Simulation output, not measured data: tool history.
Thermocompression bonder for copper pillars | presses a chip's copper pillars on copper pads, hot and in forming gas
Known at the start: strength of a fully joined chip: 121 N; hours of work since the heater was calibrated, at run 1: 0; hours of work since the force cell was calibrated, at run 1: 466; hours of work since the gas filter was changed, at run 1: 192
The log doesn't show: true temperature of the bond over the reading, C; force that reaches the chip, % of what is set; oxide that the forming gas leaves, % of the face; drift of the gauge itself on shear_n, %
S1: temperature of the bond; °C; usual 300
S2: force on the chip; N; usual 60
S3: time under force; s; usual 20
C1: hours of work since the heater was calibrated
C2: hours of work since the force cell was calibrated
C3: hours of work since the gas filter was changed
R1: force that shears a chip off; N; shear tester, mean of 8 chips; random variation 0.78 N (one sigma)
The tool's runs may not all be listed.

| run | hour | S1 | S2 | S3 | C1 | C2 | C3 | R1 |
|---|---|---|---|---|---|---|---|---|
| 1 | 0 | 300 | 60 | 20 | 0 | 466 | 192 | 57 |
| 2 | 60 | 300 | 60 | 50 | 40 | 506 | 233 | 75.3 |
| 3 | 111.8 | 300 | 60 | 50 | 75 | 541 | 267 | 75.7 |
| 4 | 166.2 | 300 | 60 | 20 | 111 | 577 | 304 | 55.8 |
| 5 | 218.1 | 300 | 60 | 20 | 146 | 612 | 338 | 57.5 |
| 6 | 250.7 | 300 | 60 | 20 | 168 | 634 | 360 | 56.4 |
| 7 | 280.9 | 310 | 60 | 20 | 188 | 654 | 380 | 62.9 |
| 8 | 331.3 | 310 | 57 | 20 | 222 | 687 | 414 | 61.9 |
|  | 367.4 | forming gas filter changed |
| 9 | 391.5 | 310 | 81 | 20 | 262 | 727 | 16 | 78.7 |
| 10 | 434.9 | 310 | 81 | 20 | 291 | 756 | 45 | 77.4 |
| 11 | 487.2 | 310 | 81 | 20 | 326 | 791 | 80 | 76.4 |
| 12 | 550.7 | 310 | 81 | 20 | 368 | 834 | 123 | 78.2 |
| 13 | 595.5 | 310 | 81 | 20 | 398 | 864 | 153 | 76.6 |
| 14 | 629.8 | 310 | 81 | 20 | 421 | 887 | 176 | 76.1 |
| 15 | 670.7 | 310 | 81 | 20 | 448 | 914 | 203 | 76.4 |
| 16 | 711.7 | 310 | 81 | 20 | 476 | 942 | 230 | 76.8 |
| 17 | 739.1 | 300 | 60 | 20 | 494 | 960 | 249 | 57.6 |
| 18 | 800.1 | 300 | 60 | 20 | 535 | 1001 | 289 | 58.5 |
|  | 824.4 | force cell calibrated |
| 19 | 850.8 | 300 | 60 | 20 | 568 | 18 | 322 | 59.7 |
| 20 | 908.7 | 300 | 60 | 20 | 607 | 56 | 361 | 59.3 |

Forecast run 21:
| 21 | 970.8 | 300 | 60 | 20 | 648 | 98 | 403 | ? |

R1: 58.5 N
Without the tool's hidden state the same run would have given R1 60 N.

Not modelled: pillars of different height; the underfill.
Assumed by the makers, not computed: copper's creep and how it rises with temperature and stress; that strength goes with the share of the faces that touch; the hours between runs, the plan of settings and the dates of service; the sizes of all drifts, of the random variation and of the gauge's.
